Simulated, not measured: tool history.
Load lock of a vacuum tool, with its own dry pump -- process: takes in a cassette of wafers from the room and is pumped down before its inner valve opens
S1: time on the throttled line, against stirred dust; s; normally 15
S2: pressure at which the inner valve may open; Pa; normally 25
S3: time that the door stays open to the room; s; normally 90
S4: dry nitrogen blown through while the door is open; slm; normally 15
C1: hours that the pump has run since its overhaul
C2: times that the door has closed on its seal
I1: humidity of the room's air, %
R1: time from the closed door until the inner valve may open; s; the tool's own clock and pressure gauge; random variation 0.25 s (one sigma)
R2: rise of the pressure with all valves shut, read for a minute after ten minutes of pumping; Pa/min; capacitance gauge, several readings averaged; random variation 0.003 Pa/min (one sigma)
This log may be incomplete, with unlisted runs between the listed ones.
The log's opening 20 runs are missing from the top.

run,hour,S1,S2,S3,S4,C1,C2,I1,R1,R2
21,8397.7,15,25,90,7,11663,63557,41.6,27.1,0.305
22,8835,15,25,90,11,12100,65548,44,27.3,0.32
23,9191.7,15,25,33,11,12457,67172,43.9,27.3,0.305
24,9662.2,18,34,90,10,12927,69314,48.3,29.2,0.352
# hour 9864.1: door's seal changed, seat wiped
25,10150,8,34,90,10,13413,1302,46.2,21.4,0.064
26,10508.9,8,34,90,10,13772,2935,42,20.8,0.058
27,11033.5,8,34,90,10,14297,5324,46.1,21.1,0.068
28,11397.3,15,44,90,35,14661,6979,43.5,26.5,0.045
29,11759.9,15,28,73,15,15023,8630,41,27.9,0.064
30,12183.4,15,28,73,15,15447,10558,40.8,27.7,0.064
31,12576.2,15,28,73,15,15840,12346,47.5,27.8,0.071
32,12919.9,15,25,90,6,16183,13911,45,27.7,0.09
33,13312.5,15,29,34,15,16576,15698,44.5,27.6,0.067
# hour 13706.7: dry pump taken out, an overhauled one fitted
34,13716.3,16,25,228,15,10,17509,45.7,26.2,0.108
35,14258.3,21,31,100,22,552,19976,43.8,30.6,0.087
36,14604.5,21,36,100,45,898,21552,42.3,30.2,0.074
37,15140.2,9,19,38,40,1433,23991,44,20.8,0.085
38,15381.1,15,19,42,40,1674,25087,42.1,25.9,0.084

Branching from run 38: 3 alternative next runs. What would each branch give?
A,15838.4,15,48,90,15,2132,27169,42.9,?,?
B,15838.4,15,25,90,8,2132,27169,44.8,?,?
C,15838.4,21,19,42,40,2132,27169,45,?,?

run,R1,R2
A,24.9,0.112
B,25.6,0.125
C,31.2,0.093
With no hidden state in the tool, these same runs would have given:
run,R1,R2
A,24.7,0.046
B,25.4,0.06
C,31,0.028
